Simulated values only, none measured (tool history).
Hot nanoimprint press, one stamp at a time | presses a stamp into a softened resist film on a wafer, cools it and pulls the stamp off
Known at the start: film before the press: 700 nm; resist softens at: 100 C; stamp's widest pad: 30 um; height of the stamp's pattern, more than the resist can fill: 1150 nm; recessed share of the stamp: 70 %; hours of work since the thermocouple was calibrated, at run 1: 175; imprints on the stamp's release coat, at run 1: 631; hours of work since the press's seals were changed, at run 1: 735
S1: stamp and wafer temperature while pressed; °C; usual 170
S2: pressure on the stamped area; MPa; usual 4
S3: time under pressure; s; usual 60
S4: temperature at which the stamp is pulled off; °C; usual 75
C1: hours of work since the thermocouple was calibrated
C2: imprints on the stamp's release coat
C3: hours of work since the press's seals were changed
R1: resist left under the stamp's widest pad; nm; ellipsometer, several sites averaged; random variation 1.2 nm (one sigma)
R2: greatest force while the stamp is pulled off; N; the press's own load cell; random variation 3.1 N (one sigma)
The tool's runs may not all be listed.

run	hour	S1	S2	S3	S4	C1	C2	C3	R1	R2
1	0	170	4	60	75	175	631	735	299.4	146
2	11.8	170	4	60	75	183	668	743	296.9	148
3	38.1	180	4	60	75	202	751	762	185.4	143
4	61	180	4	68	75	218	823	778	176.4	144
5	82.4	180	4	68	75	233	891	793	176.5	149
6	104.7	170	4	88	75	249	962	809	259.6	150
7	118.2	170	4	88	75	259	1004	819	257.9	146
8	129.5	170	4	88	75	267	1040	827	259.7	146
# hour 142.2: stamp cleaned and given a new release coat
9	158.3	170	4	88	75	283	51	843	260.4	147
10	174.7	165	4	88	75	294	103	854	333.1	149
11	185.3	165	4	88	75	302	136	862	333.5	145
12	202.8	170	4	60	75	314	192	874	296.7	148
13	214.4	166	4	60	75	323	228	883	359.5	148
14	233.3	170	2.5	60	75	336	288	896	376.3	145
15	252.5	170	2.5	60	75	350	349	910	377.2	147
# hour 260: plate thermocouple calibrated
# hour 268: press's hydraulic seals changed and the load cell set to zero
16	280.5	170	4	89	60	9	403	9	258.2	196
17	296	170	3.94	40	75	20	452	20	344.9	145
18	314.9	164	3.94	40	75	33	511	33	447.7	141
19	326.9	161	3.91	111	64	42	549	42	379	181
20	351.1	161	3.91	111	64	59	626	59	378	184
21	375.1	161	3.91	111	64	76	702	76	378.6	180
22	392.7	161	3.91	111	64	88	757	88	379.4	184
23	416.2	182	4	60	66	105	832	105	168.5	178
24	434.7	170	2.83	37	75	118	890	118	413	147
25	452.8	170	2.69	83	68	131	947	131	325.6	171
26	467.7	170	4.7	49	71	141	995	141	294.9	159
27	482.1	170	4.7	49	71	152	1040	152	292.4	155
# hour 495.1: stamp cleaned and given a new release coat
28	502.6	172	3.68	42	82	162	24	162	319.4	126
29	524.7	158	2.6	31	82	177	94	177	621	120

4 ways to go on from here, each from the tool as it stands after run 29. What would each give?
A	543.2	170	3.21	60	75	191	152	191	?	?
B	543.2	168	2.74	72	82	191	152	191	?	?
C	543.2	158	2.6	73	78	191	152	191	?	?
D	543.2	158	2.6	31	67	191	152	191	?	?

run	R1	R2
A	333.3	143
B	368.2	122
C	552	131
D	624.4	176
Without the tool's hidden state the same runs would have given:
run	R1	R2
A	333.4	142
B	368.3	122
C	552.1	131
D	624.4	175

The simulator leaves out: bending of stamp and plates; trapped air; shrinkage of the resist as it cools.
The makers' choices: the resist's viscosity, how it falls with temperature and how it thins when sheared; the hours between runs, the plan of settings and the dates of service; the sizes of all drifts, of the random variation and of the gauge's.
